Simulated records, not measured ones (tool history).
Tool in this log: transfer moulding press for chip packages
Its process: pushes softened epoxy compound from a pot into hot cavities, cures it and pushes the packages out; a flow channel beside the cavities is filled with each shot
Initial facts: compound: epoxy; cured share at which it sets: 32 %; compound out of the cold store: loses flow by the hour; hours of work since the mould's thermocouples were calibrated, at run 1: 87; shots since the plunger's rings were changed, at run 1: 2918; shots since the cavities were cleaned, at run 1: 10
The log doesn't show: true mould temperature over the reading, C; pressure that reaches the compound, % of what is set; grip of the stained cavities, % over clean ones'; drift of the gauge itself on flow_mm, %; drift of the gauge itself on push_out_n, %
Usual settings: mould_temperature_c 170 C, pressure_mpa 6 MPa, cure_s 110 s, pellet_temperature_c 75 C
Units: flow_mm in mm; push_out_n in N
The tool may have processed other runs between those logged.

run   hour  mould_temperature_c  pressure_mpa  cure_s  pellet_temperature_c  hours of work since the mould's thermocouples were calibrated  shots since the plunger's rings were changed  shots since the cavities were cleaned  incoming compound's hours out of the cold store  flow_mm  push_out_n
  1      0                  170             6     110                    75                                                             87                                          2918                                     10                                             40.4      800         382
  2   34.9                  170             6     110                    75                                                            103                                          3182                                    274                                             27.1      860         474
      47.6  -- plunger's sealing rings changed
  3     65                  170             6     110                    67                                                            116                                           131                                    483                                             17.3      932         550
      88.9  -- cavities cleaned with cleaning compound and waxed
  4   90.4                  170             6     110                    67                                                            126                                           313                                     12                                             34.6      840         409
  5  116.4                  170             6     110                    67                                                            138                                           509                                    208                                             26.5      883         459
  6  141.8                  170             6     110                    67                                                            150                                           702                                    401                                             36.6      824         511
     176.4  -- cavities cleaned with cleaning compound and waxed
  7    179                  170             6     110                    67                                                            166                                           972                                     19                                             40.5      805         389
  8  199.2                  170             6     110                    75                                                            175                                          1125                                    172                                             31.4      853         435
  9  230.3                  170          4.64     110                    75                                                            189                                          1361                                    408                                             22.5      787         489
 10  256.5                  170          4.64     110                    75                                                            201                                          1559                                    606                                             46.3      683         492
       264  -- cavities cleaned with cleaning compound and waxed
 11    286                  173             6     110                    75                                                            213                                          1771                                    167                                             29.4      850         414
 12  307.9                  170          4.92     110                    75                                                            223                                          1937                                    333                                             14.9      847         484
 13  324.1                  170          4.92     110                    75                                                            231                                          2060                                    456                                             22.6      800         536
 14  339.3                  170          4.92     110                    75                                                            238                                          2175                                    571                                              9.7      863         553
     352.4  -- cavities cleaned with cleaning compound and waxed
 15  374.5                  170          6.22     100                    75                                                            253                                          2430                                    167                                             47.9      778         469
 16  406.4                  164          6.57     105                    76                                                            267                                          2672                                    409                                             44.2      833         707
 17  431.3                  170           7.5     107                    75                                                            278                                          2861                                    598                                             46.1      859         529
     440.8  -- cavities cleaned with cleaning compound and waxed
 18  464.5                  170           7.5     107                    75                                                            293                                          3100                                    179                                               14     1039         467
     488.9  -- plunger's sealing rings changed
 19  491.8                  170             6     130                    66                                                            304                                            21                                    367                                               34      845         419
 20  515.7                  170           4.7     110                    69                                                            315                                           202                                    548                                             38.8      729         510
     531.8  -- cavities cleaned with cleaning compound and waxed
 21  542.8                  170          6.26     110                    75                                                            326                                           396                                     83                                              9.1     1002         419
 22  568.1                  170             6     110                    84                                                            338                                           588                                    275                                               18      925         469

Each run again, without the hidden state but with its own random variation kept:
run  flow_mm  push_out_n
  1      823         372
  2      887         383
  3      937         402
  4      846         380
  5      890         374
  6      832         377
  7      815         381
  8      864         375
  9      799         373
 10      694         348
 11      866         349
 12      865         377
 13      817         399
 14      882         394
 15      797         413
 16      855         546
 17      883         379
 18     1070         404
 19      848         321
 20      732         372
 21     1009         389
 22      933         382
